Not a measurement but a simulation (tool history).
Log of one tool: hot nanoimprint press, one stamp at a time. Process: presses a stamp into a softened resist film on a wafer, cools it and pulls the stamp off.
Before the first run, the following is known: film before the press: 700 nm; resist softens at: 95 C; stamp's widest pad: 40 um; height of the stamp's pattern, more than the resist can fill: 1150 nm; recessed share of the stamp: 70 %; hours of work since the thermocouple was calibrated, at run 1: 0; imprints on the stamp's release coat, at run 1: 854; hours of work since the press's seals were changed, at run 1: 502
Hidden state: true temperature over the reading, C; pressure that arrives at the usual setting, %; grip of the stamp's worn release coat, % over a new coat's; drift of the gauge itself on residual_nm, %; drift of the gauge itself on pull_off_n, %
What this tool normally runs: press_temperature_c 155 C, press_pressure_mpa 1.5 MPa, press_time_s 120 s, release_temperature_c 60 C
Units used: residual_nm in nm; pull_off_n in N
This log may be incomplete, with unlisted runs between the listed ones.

| run | day | press_temperature_c | press_pressure_mpa | press_time_s | release_temperature_c | hours of work since the thermocouple was calibrated | imprints on the stamp's release coat | hours of work since the press's seals were changed | residual_nm | pull_off_n |
|---|---|---|---|---|---|---|---|---|---|---|
| 1 | 0 | 155 | 1.5 | 120 | 60 | 0 | 854 | 502 | 374.1 | 90 |
| 2 | 2.304 | 155 | 1.5 | 120 | 60 | 24 | 1031 | 526 | 374.1 | 94 |
| 3 | 4.788 | 155 | 1.5 | 120 | 60 | 49 | 1223 | 552 | 375.4 | 93 |
| 4 | 6.883 | 155 | 1.5 | 120 | 60 | 71 | 1384 | 573 | 373.2 | 97 |
| 5 | 8.629 | 155 | 1.5 | 120 | 60 | 89 | 1519 | 591 | 375.7 | 93 |
| 6 | 10.683 | 155 | 1.5 | 120 | 60 | 110 | 1677 | 612 | 378.1 | 98 |
|  | 12.192 | stamp cleaned and given a new release coat |
| 7 | 12.212 | 155 | 1.37 | 120 | 60 | 123 | 2 | 625 | 392.9 | 92 |
| 8 | 14.467 | 148 | 1.66 | 120 | 60 | 146 | 175 | 648 | 480.7 | 90 |
| 9 | 16.021 | 148 | 1.66 | 120 | 60 | 162 | 295 | 664 | 480.5 | 91 |
| 10 | 17.783 | 148 | 1.11 | 129 | 67 | 180 | 431 | 683 | 543.3 | 81 |
| 11 | 19.438 | 148 | 1.11 | 129 | 67 | 197 | 558 | 700 | 543.2 | 84 |
| 12 | 20.475 | 155 | 1.5 | 72 | 61 | 208 | 638 | 710 | 436.2 | 94 |
| 13 | 21.975 | 144 | 1.06 | 102 | 61 | 223 | 754 | 726 | 625.3 | 94 |

Hidden state at the last listed run before each entry between runs and at the first one after, where it differs:
Between runs 6 and 7: stamp cleaned and given a new release coat (day 12.192)
  pressure that arrives at the usual setting, %: 99.86 -> 99.85; grip of the stamp's worn release coat, % over a new coat's: 1.7 -> 0
